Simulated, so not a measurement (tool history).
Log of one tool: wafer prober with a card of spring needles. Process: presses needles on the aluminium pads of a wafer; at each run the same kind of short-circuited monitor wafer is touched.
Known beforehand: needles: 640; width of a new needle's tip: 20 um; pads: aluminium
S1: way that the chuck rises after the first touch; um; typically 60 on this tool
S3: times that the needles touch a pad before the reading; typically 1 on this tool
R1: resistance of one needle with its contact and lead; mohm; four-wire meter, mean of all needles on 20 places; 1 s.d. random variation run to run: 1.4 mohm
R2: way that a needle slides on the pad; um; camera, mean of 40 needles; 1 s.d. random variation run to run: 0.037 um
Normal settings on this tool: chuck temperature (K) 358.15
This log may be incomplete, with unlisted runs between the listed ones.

{"run": 1, "hour": 0.0, "S1": 60, "chuck temperature (K)": 358.15, "S3": 1, "R1": 181, "R2": 10.49}
{"hour": 1.9, "done": "tips cleaned on abrasive film"}
{"hour": 6.6, "done": "tips cleaned on abrasive film"}
{"hour": 11.3, "done": "tips cleaned on abrasive film"}
{"hour": 15.9, "done": "tips cleaned on abrasive film"}
{"hour": 20.6, "done": "tips cleaned on abrasive film"}
{"hour": 25.3, "done": "tips cleaned on abrasive film"}
{"hour": 29.9, "done": "tips cleaned on abrasive film"}
{"hour": 34.6, "done": "tips cleaned on abrasive film"}
{"hour": 39.3, "done": "tips cleaned on abrasive film"}
{"hour": 43.9, "done": "tips cleaned on abrasive film"}
{"hour": 48.6, "done": "tips cleaned on abrasive film"}
{"hour": 52.4, "done": "tips cleaned on abrasive film"}
{"hour": 57.0, "done": "tips cleaned on abrasive film"}
{"hour": 61.7, "done": "tips cleaned on abrasive film"}
{"hour": 66.4, "done": "tips cleaned on abrasive film"}
{"hour": 71.0, "done": "tips cleaned on abrasive film"}
{"hour": 75.0, "done": "tips cleaned on abrasive film"}
{"run": 2, "hour": 75.0, "S1": 60, "chuck temperature (K)": 358.15, "S3": 3, "R1": 128, "R2": 10.32}
{"hour": 79.7, "done": "tips cleaned on abrasive film"}
{"hour": 84.3, "done": "tips cleaned on abrasive film"}
{"hour": 89.0, "done": "tips cleaned on abrasive film"}
{"hour": 93.7, "done": "tips cleaned on abrasive film"}
{"hour": 98.3, "done": "tips cleaned on abrasive film"}
{"hour": 103.0, "done": "tips cleaned on abrasive film"}
{"hour": 106.8, "done": "tips cleaned on abrasive film"}
{"hour": 111.4, "done": "tips cleaned on abrasive film"}
{"hour": 115.2, "done": "tips cleaned on abrasive film"}
{"hour": 119.9, "done": "tips cleaned on abrasive film"}
{"hour": 123.6, "done": "tips cleaned on abrasive film"}
{"hour": 128.3, "done": "tips cleaned on abrasive film"}
{"hour": 132.0, "done": "tips cleaned on abrasive film"}
{"hour": 136.7, "done": "tips cleaned on abrasive film"}
{"hour": 140.5, "done": "tips cleaned on abrasive film"}
{"hour": 144.2, "done": "tips cleaned on abrasive film"}
{"hour": 148.9, "done": "tips cleaned on abrasive film"}
{"hour": 153.5, "done": "tips cleaned on abrasive film"}
{"hour": 158.2, "done": "tips cleaned on abrasive film"}
{"hour": 162.0, "done": "tips cleaned on abrasive film"}
{"hour": 166.6, "done": "tips cleaned on abrasive film"}
{"hour": 171.3, "done": "tips cleaned on abrasive film"}
{"run": 3, "hour": 171.7, "S1": 60, "chuck temperature (K)": 358.15, "S3": 3, "R1": 135, "R2": 9.97}
{"hour": 175.5, "done": "tips cleaned on abrasive film"}
{"hour": 180.2, "done": "tips cleaned on abrasive film"}
{"hour": 184.8, "done": "tips cleaned on abrasive film"}
{"hour": 188.6, "done": "tips cleaned on abrasive film"}
{"hour": 193.3, "done": "tips cleaned on abrasive film"}
{"hour": 197.9, "done": "tips cleaned on abrasive film"}
{"hour": 201.7, "done": "tips cleaned on abrasive film"}
{"hour": 204.7, "done": "height of the first contact set anew"}
{"hour": 206.6, "done": "tips cleaned on abrasive film"}
{"hour": 211.3, "done": "tips cleaned on abrasive film"}
{"hour": 216.0, "done": "tips cleaned on abrasive film"}
{"hour": 220.6, "done": "tips cleaned on abrasive film"}
{"hour": 225.3, "done": "tips cleaned on abrasive film"}
{"hour": 230.0, "done": "tips cleaned on abrasive film"}
{"run": 4, "hour": 233.5, "S1": 60, "chuck temperature (K)": 358.15, "S3": 1, "R1": 235, "R2": 9.3}
{"hour": 234.5, "done": "tips cleaned on abrasive film"}
{"hour": 239.1, "done": "tips cleaned on abrasive film"}
{"hour": 243.8, "done": "tips cleaned on abrasive film"}
{"hour": 248.5, "done": "tips cleaned on abrasive film"}
{"hour": 253.1, "done": "tips cleaned on abrasive film"}
{"hour": 257.8, "done": "tips cleaned on abrasive film"}
{"hour": 262.5, "done": "tips cleaned on abrasive film"}
{"hour": 267.1, "done": "tips cleaned on abrasive film"}
{"hour": 271.8, "done": "tips cleaned on abrasive film"}
{"hour": 276.5, "done": "tips cleaned on abrasive film"}
{"hour": 281.2, "done": "tips cleaned on abrasive film"}
{"hour": 285.8, "done": "tips cleaned on abrasive film"}
{"hour": 290.5, "done": "tips cleaned on abrasive film"}
{"hour": 295.2, "done": "tips cleaned on abrasive film"}
{"hour": 298.9, "done": "tips cleaned on abrasive film"}
{"run": 5, "hour": 299.2, "S1": 60, "chuck temperature (K)": 358.15, "S3": 1, "R1": 147, "R2": 9.08}
{"hour": 302.9, "done": "tips cleaned on abrasive film"}
{"hour": 307.6, "done": "tips cleaned on abrasive film"}
{"hour": 312.3, "done": "tips cleaned on abrasive film"}
{"hour": 316.9, "done": "tips cleaned on abrasive film"}
{"hour": 321.6, "done": "tips cleaned on abrasive film"}
{"hour": 325.4, "done": "tips cleaned on abrasive film"}
{"hour": 330.0, "done": "tips cleaned on abrasive film"}
{"hour": 334.7, "done": "tips cleaned on abrasive film"}
{"hour": 339.4, "done": "tips cleaned on abrasive film"}
{"hour": 343.1, "done": "tips cleaned on abrasive film"}
{"hour": 347.8, "done": "tips cleaned on abrasive film"}
{"hour": 352.5, "done": "tips cleaned on abrasive film"}
{"hour": 357.1, "done": "tips cleaned on abrasive film"}
{"hour": 360.9, "done": "tips cleaned on abrasive film"}
{"hour": 365.5, "done": "tips cleaned on abrasive film"}
{"hour": 369.3, "done": "tips cleaned on abrasive film"}
{"hour": 374.0, "done": "tips cleaned on abrasive film"}
{"hour": 378.0, "done": "tips cleaned on abrasive film"}
{"run": 6, "hour": 378.0, "S1": 60, "chuck temperature (K)": 358.15, "S3": 1, "R1": 145, "R2": 8.87}
{"hour": 382.7, "done": "tips cleaned on abrasive film"}
{"hour": 386.4, "done": "tips cleaned on abrasive film"}
{"hour": 391.1, "done": "tips cleaned on abrasive film"}
{"hour": 395.8, "done": "tips cleaned on abrasive film"}
{"hour": 399.5, "done": "tips cleaned on abrasive film"}
{"hour": 404.2, "done": "tips cleaned on abrasive film"}
{"hour": 408.9, "done": "tips cleaned on abrasive film"}
{"hour": 412.6, "done": "tips cleaned on abrasive film"}
{"hour": 417.3, "done": "tips cleaned on abrasive film"}
{"hour": 421.9, "done": "tips cleaned on abrasive film"}
{"run": 7, "hour": 423.1, "S1": 60, "chuck temperature (K)": 358.15, "S3": 1, "R1": 196, "R2": 8.69}
{"hour": 425.9, "done": "tips cleaned on abrasive film"}
{"hour": 430.6, "done": "tips cleaned on abrasive film"}
{"hour": 435.2, "done": "tips cleaned on abrasive film"}
{"hour": 439.0, "done": "tips cleaned on abrasive film"}
{"hour": 443.7, "done": "tips cleaned on abrasive film"}
{"hour": 447.4, "done": "tips cleaned on abrasive film"}
{"hour": 452.1, "done": "tips cleaned on abrasive film"}
{"hour": 456.0, "done": "height of the first contact set anew"}
{"hour": 457.0, "done": "tips cleaned on abrasive film"}
{"hour": 461.7, "done": "tips cleaned on abrasive film"}
{"hour": 466.4, "done": "tips cleaned on abrasive film"}
{"hour": 471.1, "done": "tips cleaned on abrasive film"}
{"hour": 474.8, "done": "tips cleaned on abrasive film"}
{"hour": 479.5, "done": "tips cleaned on abrasive film"}
{"hour": 484.1, "done": "tips cleaned on abrasive film"}
{"hour": 487.9, "done": "tips cleaned on abrasive film"}
{"run": 8, "hour": 488.2, "S1": 69, "chuck temperature (K)": 301.15, "S3": 1, "R1": 131, "R2": 12.18}
{"hour": 491.9, "done": "tips cleaned on abrasive film"}
{"hour": 496.6, "done": "tips cleaned on abrasive film"}
{"hour": 501.2, "done": "tips cleaned on abrasive film"}
{"hour": 505.9, "done": "tips cleaned on abrasive film"}
{"hour": 510.6, "done": "tips cleaned on abrasive film"}
{"hour": 515.2, "done": "tips cleaned on abrasive film"}
{"hour": 519.9, "done": "tips cleaned on abrasive film"}
{"hour": 523.7, "done": "tips cleaned on abrasive film"}
{"hour": 528.3, "done": "tips cleaned on abrasive film"}
{"hour": 533.0, "done": "tips cleaned on abrasive film"}
{"hour": 537.7, "done": "tips cleaned on abrasive film"}
{"hour": 542.3, "done": "tips cleaned on abrasive film"}
{"hour": 547.0, "done": "tips cleaned on abrasive film"}
{"hour": 550.8, "done": "tips cleaned on abrasive film"}
{"hour": 555.4, "done": "tips cleaned on abrasive film"}
{"run": 9, "hour": 558.2, "S1": 69, "chuck temperature (K)": 299.15, "S3": 2, "R1": 161, "R2": 11.89}
{"hour": 559.2, "done": "tips cleaned on abrasive film"}
{"hour": 562.9, "done": "tips cleaned on abrasive film"}
{"hour": 567.6, "done": "tips cleaned on abrasive film"}
{"hour": 572.3, "done": "tips cleaned on abrasive film"}
{"hour": 577.0, "done": "tips cleaned on abrasive film"}
{"hour": 581.6, "done": "tips cleaned on abrasive film"}
{"hour": 586.3, "done": "tips cleaned on abrasive film"}
{"hour": 591.0, "done": "tips cleaned on abrasive film"}
{"hour": 594.7, "done": "tips cleaned on abrasive film"}
{"hour": 599.4, "done": "tips cleaned on abrasive film"}
{"run": 10, "hour": 600.7, "S1": 42, "chuck temperature (K)": 334.15, "S3": 1, "R1": 237, "R2": 6.94}
{"hour": 603.6, "done": "tips cleaned on abrasive film"}
{"hour": 608.3, "done": "tips cleaned on abrasive film"}
{"hour": 612.9, "done": "tips cleaned on abrasive film"}
{"hour": 617.6, "done": "tips cleaned on abrasive film"}
{"hour": 622.3, "done": "tips cleaned on abrasive film"}
{"hour": 626.9, "done": "tips cleaned on abrasive film"}
{"hour": 631.6, "done": "tips cleaned on abrasive film"}
{"hour": 635.3, "done": "tips cleaned on abrasive film"}
{"hour": 638.4, "done": "height of the first contact set anew, once more"}
{"hour": 640.3, "done": "tips cleaned on abrasive film"}
{"hour": 645.0, "done": "tips cleaned on abrasive film"}
{"hour": 648.7, "done": "tips cleaned on abrasive film"}
{"hour": 653.4, "done": "tips cleaned on abrasive film"}
{"hour": 658.1, "done": "tips cleaned on abrasive film"}
{"run": 11, "hour": 659.4, "S1": 42, "chuck temperature (K)": 334.15, "S3": 1, "R1": 233, "R2": 7.39}
{"hour": 662.2, "done": "tips cleaned on abrasive film"}
{"hour": 666.9, "done": "tips cleaned on abrasive film"}
{"hour": 670.6, "done": "tips cleaned on abrasive film"}
{"hour": 675.3, "done": "tips cleaned on abrasive film"}
{"hour": 680.0, "done": "tips cleaned on abrasive film"}
{"hour": 684.6, "done": "tips cleaned on abrasive film"}
{"hour": 689.3, "done": "tips cleaned on abrasive film"}
{"hour": 694.0, "done": "tips cleaned on abrasive film"}
{"hour": 698.6, "done": "tips cleaned on abrasive film"}
{"hour": 702.4, "done": "tips cleaned on abrasive film"}
{"hour": 707.1, "done": "tips cleaned on abrasive film"}
{"hour": 711.7, "done": "tips cleaned on abrasive film"}
{"hour": 716.4, "done": "tips cleaned on abrasive film"}
{"hour": 721.1, "done": "tips cleaned on abrasive film"}
{"hour": 724.8, "done": "tips cleaned on abrasive film"}
{"hour": 729.5, "done": "tips cleaned on abrasive film"}
{"hour": 734.1, "done": "tips cleaned on abrasive film"}
{"hour": 738.8, "done": "tips cleaned on abrasive film"}
{"run": 12, "hour": 741.4, "S1": 60, "chuck temperature (K)": 358.15, "S3": 1, "R1": 227, "R2": 10.3}

Forecast run 13:
{"hour": 743.3, "done": "tips cleaned on abrasive film"}
{"hour": 747.1, "done": "tips cleaned on abrasive film"}
{"hour": 751.7, "done": "tips cleaned on abrasive film"}
{"hour": 756.4, "done": "tips cleaned on abrasive film"}
{"hour": 761.1, "done": "tips cleaned on abrasive film"}
{"hour": 765.7, "done": "tips cleaned on abrasive film"}
{"hour": 770.4, "done": "tips cleaned on abrasive film"}
{"hour": 775.1, "done": "tips cleaned on abrasive film"}
{"hour": 778.8, "done": "tips cleaned on abrasive film"}
{"hour": 783.5, "done": "tips cleaned on abrasive film"}
{"hour": 788.1, "done": "tips cleaned on abrasive film"}
{"hour": 791.9, "done": "tips cleaned on abrasive film"}
{"hour": 796.6, "done": "tips cleaned on abrasive film"}
{"hour": 801.2, "done": "tips cleaned on abrasive film"}
{"hour": 805.9, "done": "tips cleaned on abrasive film"}
{"hour": 809.7, "done": "tips cleaned on abrasive film"}
{"hour": 814.3, "done": "tips cleaned on abrasive film"}
{"hour": 819.0, "done": "tips cleaned on abrasive film"}
{"hour": 823.7, "done": "tips cleaned on abrasive film"}
{"hour": 828.3, "done": "tips cleaned on abrasive film"}
{"hour": 833.0, "done": "tips cleaned on abrasive film"}
{"hour": 837.7, "done": "tips cleaned on abrasive film"}
{"run": 13, "hour": 838.3, "S1": 60, "chuck temperature (K)": 358.15, "S3": 1, "R1": "?", "R2": "?"}

R1: 172 mohm
R2: 9.96 um
With the hidden condition absent and the run-to-run variation left alone, this run would have shown R1 121 mohm, R2 10.58 um.

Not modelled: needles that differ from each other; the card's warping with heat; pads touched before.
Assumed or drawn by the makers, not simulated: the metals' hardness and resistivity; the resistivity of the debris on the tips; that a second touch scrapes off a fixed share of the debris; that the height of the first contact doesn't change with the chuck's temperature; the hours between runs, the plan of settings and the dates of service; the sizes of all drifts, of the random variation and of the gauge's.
